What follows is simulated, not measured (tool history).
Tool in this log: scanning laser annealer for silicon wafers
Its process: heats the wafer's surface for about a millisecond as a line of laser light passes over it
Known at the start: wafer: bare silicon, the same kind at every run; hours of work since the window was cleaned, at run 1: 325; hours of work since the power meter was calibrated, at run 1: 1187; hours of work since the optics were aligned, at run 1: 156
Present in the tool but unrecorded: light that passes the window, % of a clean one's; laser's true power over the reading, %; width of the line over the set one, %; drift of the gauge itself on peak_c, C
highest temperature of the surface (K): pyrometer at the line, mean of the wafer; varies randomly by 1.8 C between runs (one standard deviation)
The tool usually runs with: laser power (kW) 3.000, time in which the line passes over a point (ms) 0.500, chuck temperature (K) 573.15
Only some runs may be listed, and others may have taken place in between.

run,hour,laser power (kW),time in which the line passes over a point (ms),chuck temperature (K),hours of work since the window was cleaned,hours of work since the power meter was calibrated,hours of work since the optics were aligned,highest temperature of the surface (K)
1,0.0,3.000,0.500,573.15,325,1187,156,1306.15
2,42.1,3.000,0.500,573.15,354,1216,185,1304.15
3,79.7,3.000,0.500,573.15,380,1242,211,1304.15
# hour 86.1: laser's power meter calibrated
4,111.3,3.000,0.500,573.15,400,17,231,1310.15
5,164.2,3.000,0.398,573.15,436,54,268,1228.15
6,193.8,3.000,0.500,573.15,457,75,288,1302.15
7,222.9,3.169,0.398,609.15,477,95,308,1298.15
8,264.5,2.586,0.580,595.15,506,123,337,1278.15
9,319.5,2.586,0.580,595.15,544,161,375,1276.15
# hour 347.8: laser's power meter calibrated, once more
10,371.4,2.586,0.580,595.15,578,16,409,1268.15
11,424.0,2.586,0.580,595.15,614,53,445,1267.15

Measured result minus the same run's result without the hidden state. Both carry the same run-to-run variation, though not necessarily the same gauge scatter:
run,highest temperature of the surface (K)
1,+0.00
2,-2.00
3,-2.00
4,+1.00
5,+0.00
6,+0.00
7,-1.00
8,-2.00
9,-2.00
10,-16.00
11,-16.00
